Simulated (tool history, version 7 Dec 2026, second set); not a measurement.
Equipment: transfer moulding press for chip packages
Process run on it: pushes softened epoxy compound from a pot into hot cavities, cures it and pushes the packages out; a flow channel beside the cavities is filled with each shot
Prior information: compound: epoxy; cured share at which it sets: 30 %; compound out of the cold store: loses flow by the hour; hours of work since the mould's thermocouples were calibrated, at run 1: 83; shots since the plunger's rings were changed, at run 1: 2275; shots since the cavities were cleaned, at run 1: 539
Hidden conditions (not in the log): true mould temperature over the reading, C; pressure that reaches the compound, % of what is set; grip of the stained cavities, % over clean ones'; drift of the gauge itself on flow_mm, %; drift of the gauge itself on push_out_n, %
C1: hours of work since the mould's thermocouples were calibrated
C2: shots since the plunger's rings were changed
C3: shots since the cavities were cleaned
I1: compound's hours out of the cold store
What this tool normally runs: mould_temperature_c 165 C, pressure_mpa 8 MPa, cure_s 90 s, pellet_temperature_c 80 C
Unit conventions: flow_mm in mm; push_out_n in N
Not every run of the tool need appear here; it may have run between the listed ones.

{"run": 1, "hour": 0.0, "mould_temperature_c": 165, "pressure_mpa": 8, "cure_s": 90, "pellet_temperature_c": 80, "C1": 83, "C2": 2275, "C3": 539, "I1": 26.1, "flow_mm": 938, "push_out_n": 351}
{"run": 2, "hour": 20.0, "mould_temperature_c": 165, "pressure_mpa": 8.07, "cure_s": 90, "pellet_temperature_c": 80, "C1": 99, "C2": 2569, "C3": 833, "I1": 19.6, "flow_mm": 988, "push_out_n": 389}
{"hour": 34.9, "done": "cavities cleaned with cleaning compound and waxed"}
{"run": 3, "hour": 59.8, "mould_temperature_c": 165, "pressure_mpa": 8.07, "cure_s": 128, "pellet_temperature_c": 80, "C1": 129, "C2": 3130, "C3": 365, "I1": 22.7, "flow_mm": 947, "push_out_n": 274}
{"run": 4, "hour": 79.9, "mould_temperature_c": 165, "pressure_mpa": 8.07, "cure_s": 128, "pellet_temperature_c": 82, "C1": 145, "C2": 3426, "C3": 661, "I1": 15.4, "flow_mm": 995, "push_out_n": 285}
{"run": 5, "hour": 98.3, "mould_temperature_c": 165, "pressure_mpa": 8.07, "cure_s": 128, "pellet_temperature_c": 82, "C1": 160, "C2": 3696, "C3": 931, "I1": 8.7, "flow_mm": 1033, "push_out_n": 323}
{"hour": 106.7, "done": "cavities cleaned with cleaning compound and waxed"}
{"run": 6, "hour": 124.6, "mould_temperature_c": 165, "pressure_mpa": 8, "cure_s": 90, "pellet_temperature_c": 80, "C1": 180, "C2": 4059, "C3": 262, "I1": 46.6, "flow_mm": 806, "push_out_n": 316}
{"run": 7, "hour": 153.0, "mould_temperature_c": 165, "pressure_mpa": 8, "cure_s": 90, "pellet_temperature_c": 80, "C1": 202, "C2": 4476, "C3": 679, "I1": 36.6, "flow_mm": 848, "push_out_n": 381}
{"hour": 178.6, "done": "cavities cleaned with cleaning compound and waxed"}
{"run": 8, "hour": 182.8, "mould_temperature_c": 165, "pressure_mpa": 8, "cure_s": 90, "pellet_temperature_c": 80, "C1": 225, "C2": 4891, "C3": 62, "I1": 25.1, "flow_mm": 917, "push_out_n": 298}
{"hour": 209.1, "done": "plunger's sealing rings changed"}
{"run": 9, "hour": 210.4, "mould_temperature_c": 165, "pressure_mpa": 8, "cure_s": 90, "pellet_temperature_c": 80, "C1": 245, "C2": 19, "C3": 430, "I1": 12.8, "flow_mm": 1043, "push_out_n": 362}
{"run": 10, "hour": 232.8, "mould_temperature_c": 165, "pressure_mpa": 8, "cure_s": 90, "pellet_temperature_c": 80, "C1": 263, "C2": 349, "C3": 760, "I1": 34.8, "flow_mm": 904, "push_out_n": 367}
{"hour": 252.8, "done": "cavities cleaned with cleaning compound and waxed"}
{"run": 11, "hour": 260.8, "mould_temperature_c": 165, "pressure_mpa": 8, "cure_s": 90, "pellet_temperature_c": 80, "C1": 284, "C2": 737, "C3": 117, "I1": 35.9, "flow_mm": 908, "push_out_n": 292}
{"hour": 291.8, "done": "mould's thermocouples calibrated"}
{"run": 12, "hour": 294.2, "mould_temperature_c": 165, "pressure_mpa": 8, "cure_s": 72, "pellet_temperature_c": 80, "C1": 2, "C2": 1197, "C3": 577, "I1": 22.5, "flow_mm": 967, "push_out_n": 582}
{"hour": 325.0, "done": "cavities cleaned with cleaning compound and waxed"}
{"run": 13, "hour": 336.9, "mould_temperature_c": 165, "pressure_mpa": 8.7, "cure_s": 72, "pellet_temperature_c": 80, "C1": 35, "C2": 1803, "C3": 175, "I1": 17.3, "flow_mm": 1031, "push_out_n": 506}
{"run": 14, "hour": 363.2, "mould_temperature_c": 165, "pressure_mpa": 8.7, "cure_s": 72, "pellet_temperature_c": 80, "C1": 56, "C2": 2189, "C3": 561, "I1": 18.9, "flow_mm": 1026, "push_out_n": 599}
{"hour": 394.4, "done": "cavities cleaned with cleaning compound and waxed"}
{"run": 15, "hour": 398.1, "mould_temperature_c": 170, "pressure_mpa": 9.7, "cure_s": 92, "pellet_temperature_c": 73, "C1": 82, "C2": 2678, "C3": 54, "I1": 24.3, "flow_mm": 1043, "push_out_n": 250}
{"run": 16, "hour": 427.8, "mould_temperature_c": 166, "pressure_mpa": 8, "cure_s": 107, "pellet_temperature_c": 80, "C1": 106, "C2": 3114, "C3": 490, "I1": 15.4, "flow_mm": 1005, "push_out_n": 312}
{"hour": 451.3, "done": "mould's thermocouples calibrated, once more"}
{"hour": 467.3, "done": "cavities cleaned with cleaning compound and waxed"}
{"run": 17, "hour": 472.6, "mould_temperature_c": 164, "pressure_mpa": 9.32, "cure_s": 105, "pellet_temperature_c": 80, "C1": 16, "C2": 3720, "C3": 77, "I1": 39.7, "flow_mm": 924, "push_out_n": 251}
{"run": 18, "hour": 491.5, "mould_temperature_c": 170, "pressure_mpa": 8, "cure_s": 92, "pellet_temperature_c": 80, "C1": 31, "C2": 3997, "C3": 354, "I1": 17.9, "flow_mm": 962, "push_out_n": 313}
{"run": 19, "hour": 526.4, "mould_temperature_c": 170, "pressure_mpa": 8, "cure_s": 97, "pellet_temperature_c": 80, "C1": 59, "C2": 4510, "C3": 867, "I1": 32.1, "flow_mm": 852, "push_out_n": 330}
{"hour": 538.5, "done": "cavities cleaned with cleaning compound and waxed"}
{"run": 20, "hour": 566.3, "mould_temperature_c": 170, "pressure_mpa": 8, "cure_s": 97, "pellet_temperature_c": 80, "C1": 89, "C2": 5073, "C3": 407, "I1": 21.1, "flow_mm": 915, "push_out_n": 309}
{"hour": 577.9, "done": "plunger's sealing rings changed"}
{"hour": 610.3, "done": "cavities cleaned with cleaning compound and waxed"}
{"run": 21, "hour": 610.3, "mould_temperature_c": 170, "pressure_mpa": 8, "cure_s": 97, "pellet_temperature_c": 80, "C1": 121, "C2": 454, "C3": 0, "I1": 37.7, "flow_mm": 864, "push_out_n": 239}
{"run": 22, "hour": 645.0, "mould_temperature_c": 170, "pressure_mpa": 8, "cure_s": 97, "pellet_temperature_c": 80, "C1": 148, "C2": 964, "C3": 510, "I1": 44.9, "flow_mm": 815, "push_out_n": 310}
{"hour": 680.8, "done": "cavities cleaned with cleaning compound and waxed"}
{"run": 23, "hour": 682.0, "mould_temperature_c": 165, "pressure_mpa": 8, "cure_s": 119, "pellet_temperature_c": 80, "C1": 177, "C2": 1485, "C3": 19, "I1": 44.1, "flow_mm": 841, "push_out_n": 232}
{"run": 24, "hour": 702.9, "mould_temperature_c": 170, "pressure_mpa": 8, "cure_s": 90, "pellet_temperature_c": 80, "C1": 193, "C2": 1791, "C3": 325, "I1": 39.9, "flow_mm": 849, "push_out_n": 292}
{"run": 25, "hour": 723.9, "mould_temperature_c": 170, "pressure_mpa": 7.67, "cure_s": 124, "pellet_temperature_c": 80, "C1": 210, "C2": 2099, "C3": 633, "I1": 12.8, "flow_mm": 991, "push_out_n": 307}
{"hour": 751.6, "done": "cavities cleaned with cleaning compound and waxed"}
{"run": 26, "hour": 754.4, "mould_temperature_c": 165, "pressure_mpa": 6.02, "cure_s": 81, "pellet_temperature_c": 80, "C1": 233, "C2": 2525, "C3": 41, "I1": 19.9, "flow_mm": 856, "push_out_n": 350}
{"run": 27, "hour": 795.4, "mould_temperature_c": 165, "pressure_mpa": 9.32, "cure_s": 119, "pellet_temperature_c": 86, "C1": 266, "C2": 3126, "C3": 642, "I1": 35.1, "flow_mm": 962, "push_out_n": 327}

Forecast each of these 3 alternatives for the next run:
{"hour": 821.4, "done": "cavities cleaned with cleaning compound and waxed"}
{"run": "A", "hour": 830.8, "mould_temperature_c": 158, "pressure_mpa": 9.32, "cure_s": 111, "pellet_temperature_c": 72, "C1": 293, "C2": 3624, "C3": 138, "I1": 41.4, "flow_mm": "?", "push_out_n": "?"}
{"hour": 821.4, "done": "cavities cleaned with cleaning compound and waxed"}
{"run": "B", "hour": 830.8, "mould_temperature_c": 165, "pressure_mpa": 8, "cure_s": 124, "pellet_temperature_c": 80, "C1": 293, "C2": 3624, "C3": 138, "I1": 18.5, "flow_mm": "?", "push_out_n": "?"}
{"hour": 821.4, "done": "cavities cleaned with cleaning compound and waxed"}
{"run": "C", "hour": 830.8, "mould_temperature_c": 165, "pressure_mpa": 7.11, "cure_s": 119, "pellet_temperature_c": 73, "C1": 293, "C2": 3624, "C3": 138, "I1": 30.2, "flow_mm": "?", "push_out_n": "?"}

run=A flow_mm=938 push_out_n=324
run=B flow_mm=980 push_out_n=269
run=C flow_mm=841 push_out_n=248
What these runs would have given with no unlogged condition in the tool:
run=A flow_mm=979 push_out_n=274
run=B flow_mm=1024 push_out_n=241
run=C flow_mm=879 push_out_n=220
